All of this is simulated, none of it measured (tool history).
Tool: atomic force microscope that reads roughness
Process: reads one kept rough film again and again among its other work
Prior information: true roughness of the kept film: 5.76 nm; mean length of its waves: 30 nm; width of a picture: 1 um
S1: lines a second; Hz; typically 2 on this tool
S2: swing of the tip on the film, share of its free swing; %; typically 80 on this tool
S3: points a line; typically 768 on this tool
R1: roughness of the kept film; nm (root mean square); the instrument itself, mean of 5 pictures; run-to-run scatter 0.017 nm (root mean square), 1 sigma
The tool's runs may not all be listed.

Run 1, day 0: usual settings. Result: R1 3.562 nm (root mean square).
Run 2, day 0.396: usual settings. Result: R1 3.536 nm (root mean square).
Run 3, day 1.058: usual settings. Result: R1 3.493 nm (root mean square).
Run 4, day 1.438: usual settings. Result: R1 3.466 nm (root mean square).
At day 1.521: height scale calibrated on a step standard.
At day 1.829: new tip fitted.
Run 5, day 2.092: usual settings. Result: R1 4.032 nm (root mean square).
Run 6, day 2.429: usual settings. Result: R1 3.978 nm (root mean square).
Run 7, day 2.9: usual settings but S1 1.38 Hz, S2 60 %, S3 871. Result: R1 4.534 nm (root mean square).
Run 8, day 3.358: usual settings but S1 1.57 Hz, S2 77 %, S3 282. Result: R1 4.088 nm (root mean square).
Run 9, day 3.862: usual settings but S2 78 %, S3 434. Result: R1 3.932 nm (root mean square).
At day 3.954: height scale calibrated on a step standard, once more.
Run 10, day 4.312: usual settings but S2 78 %, S3 434. Result: R1 3.879 nm (root mean square).
Run 11, day 4.842: usual settings but S2 78 %, S3 262. Result: R1 3.792 nm (root mean square).
Run 12, day 5.375: usual settings but S2 78 %, S3 262. Result: R1 3.786 nm (root mean square).

Forecast each of these 5 alternatives for the next run:
Run A, day 5.692: usual settings but S2 78 %, S3 314. Result: R1 ?.
Run B, day 5.692: usual settings but S1 1.38 Hz, S2 56 %, S3 329. Result: R1 ?.
Run C, day 5.692: usual settings but S2 68 %. Result: R1 ?.
Run D, day 5.692: usual settings but S2 60 %, S3 262. Result: R1 ?.
Run E, day 5.692: usual settings but S1 2.98 Hz, S2 89 %, S3 359. Result: R1 ?.

run     R1
  A  3.759
  B  4.329
  C  4.079
  D   4.17
  E  3.063
With the hidden condition removed and each run's random variation left untouched, the same runs would have given:
run     R1
  A  4.088
  B  4.708
  C  4.436
  D  4.534
  E  3.332
